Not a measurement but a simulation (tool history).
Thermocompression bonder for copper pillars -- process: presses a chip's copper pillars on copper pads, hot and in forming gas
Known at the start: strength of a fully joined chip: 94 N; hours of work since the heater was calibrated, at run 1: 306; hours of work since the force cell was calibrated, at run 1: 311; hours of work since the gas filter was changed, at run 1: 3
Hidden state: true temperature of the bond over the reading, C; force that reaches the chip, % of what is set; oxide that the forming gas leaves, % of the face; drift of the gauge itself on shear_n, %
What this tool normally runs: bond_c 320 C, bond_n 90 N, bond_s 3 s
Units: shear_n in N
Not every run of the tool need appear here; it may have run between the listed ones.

run	hour	bond_c	bond_n	bond_s	hours of work since the heater was calibrated	hours of work since the force cell was calibrated	hours of work since the gas filter was changed	shear_n
1	0	320	90	3	306	311	3	62.4
2	23.9	320	90	3	319	323	15	62.6
3	47.1	306	90	3	331	335	27	54.8
4	82.2	306	90	3	349	353	45	54
5	121.7	320	62	3	369	373	65	47
6	157.7	320	90	3	388	392	84	58.7
7	185.4	319	79	2	402	406	98	47.4
# hour 199.2: forming gas filter changed
8	212.6	319	79	2	415	420	7	50.7
9	247.2	320	96	3	433	438	25	64.5
10	281.4	320	96	3	451	455	42	64
11	323.4	320	90	4	472	477	64	64.9
12	342.1	308	90	2	482	486	73	48

A few steps of shear_n between consecutive runs. Split each: what settings, incoming material and random variation would produce without the hidden state, and what is left over for the hidden state, along with gauge scatter present in only one of the two compared results (measured, and without hidden state):
Run 7 -> 8: forming gas filter changed. shear_n +3.3 N: hidden state +4.6, all else -1.3.
Run 11 -> 12: bond_c 320 -> 308, bond_s 4 -> 2. shear_n -16.9 N: hidden state +0.8, all else -17.7.
